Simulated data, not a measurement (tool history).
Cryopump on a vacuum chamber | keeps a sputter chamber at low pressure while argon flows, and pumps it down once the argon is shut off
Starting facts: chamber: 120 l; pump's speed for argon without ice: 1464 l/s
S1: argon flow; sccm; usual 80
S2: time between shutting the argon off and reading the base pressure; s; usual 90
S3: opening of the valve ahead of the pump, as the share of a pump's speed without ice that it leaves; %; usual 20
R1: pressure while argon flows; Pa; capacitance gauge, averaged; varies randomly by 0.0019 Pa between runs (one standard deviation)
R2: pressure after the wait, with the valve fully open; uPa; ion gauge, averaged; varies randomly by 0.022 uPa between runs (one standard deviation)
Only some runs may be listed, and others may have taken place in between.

| run | day | S1 | S2 | S3 | R1 | R2 |
|---|---|---|---|---|---|---|
| 1 | 0 | 80 | 90 | 20 | 0.475 | 2.13 |
| 2 | 1.525 | 80 | 90 | 20 | 0.4766 | 2.21 |
| 3 | 2.475 | 80 | 90 | 20 | 0.4757 | 2.28 |
| 4 | 3.792 | 80 | 90 | 20 | 0.4787 | 2.2 |
| 5 | 5.192 | 80 | 90 | 20 | 0.4781 | 2.22 |
| 6 | 6.5 | 80 | 90 | 20 | 0.4793 | 2.28 |
| 7 | 8.679 | 80 | 90 | 20 | 0.483 | 2.27 |
|  | 9.058 | pump warmed up, emptied and cooled again |
| 8 | 9.921 | 80 | 90 | 17 | 0.5436 | 2 |
| 9 | 11.258 | 80 | 90 | 28 | 0.3315 | 1.99 |
| 10 | 13.429 | 80 | 90 | 20 | 0.4643 | 2.02 |
| 11 | 15.308 | 80 | 90 | 24 | 0.3863 | 2.11 |
| 12 | 17.1 | 80 | 90 | 20 | 0.4681 | 2.11 |
| 13 | 18.546 | 80 | 90 | 20 | 0.4677 | 2.16 |
| 14 | 20.604 | 80 | 90 | 20 | 0.4665 | 2.18 |
| 15 | 22.746 | 80 | 90 | 20 | 0.4665 | 2.18 |
| 16 | 24.758 | 80 | 90 | 20 | 0.4702 | 2.22 |
| 17 | 25.904 | 80 | 90 | 20 | 0.468 | 2.27 |
| 18 | 27.529 | 80 | 90 | 20 | 0.4702 | 2.22 |
| 19 | 29.142 | 80 | 31 | 39 | 0.2485 | 2.93 |
| 20 | 30.817 | 99 | 128 | 20 | 0.5853 | 2.21 |
| 21 | 32.979 | 102 | 257 | 44 | 0.2836 | 2.14 |
| 22 | 33.917 | 42 | 183 | 44 | 0.116 | 2.29 |
| 23 | 35.679 | 42 | 183 | 44 | 0.1173 | 2.33 |
| 24 | 37.254 | 42 | 93 | 44 | 0.1179 | 2.48 |
| 25 | 39.308 | 42 | 93 | 44 | 0.1166 | 2.5 |
| 26 | 41.171 | 42 | 29 | 58 | 0.0917 | 3.21 |
| 27 | 42.579 | 42 | 29 | 58 | 0.0924 | 3.19 |
| 28 | 44.646 | 80 | 90 | 55 | 0.1861 | 2.63 |
| 29 | 45.908 | 80 | 90 | 55 | 0.1857 | 2.7 |
| 30 | 47.508 | 80 | 90 | 55 | 0.1858 | 2.7 |
| 31 | 48.583 | 80 | 90 | 55 | 0.1864 | 2.73 |
| 32 | 49.658 | 80 | 90 | 55 | 0.1883 | 2.75 |
|  | 51.183 | pump warmed up, emptied and cooled again |
| 33 | 51.183 | 80 | 90 | 55 | 0.1713 | 2.32 |
| 34 | 53.15 | 80 | 140 | 55 | 0.1701 | 2.25 |
| 35 | 54.608 | 80 | 140 | 55 | 0.1712 | 2.28 |

3 options for the next run, each taken on its own from the tool as it stands now. Forecast them:
| A | 56.142 | 36 | 24 | 21 | ? | ? |
| B | 56.142 | 112 | 90 | 18 | ? | ? |
| C | 56.142 | 80 | 91 | 20 | ? | ? |

| run | R1 | R2 |
|---|---|---|
| A | 0.2007 | 3.31 |
| B | 0.7199 | 2.4 |
| C | 0.4697 | 2.49 |
With no hidden state in the tool, these same runs would have given:
| run | R1 | R2 |
|---|---|---|
| A | 0.1991 | 1.44 |
| B | 0.7148 | 0.52 |
| C | 0.466 | 0.58 |
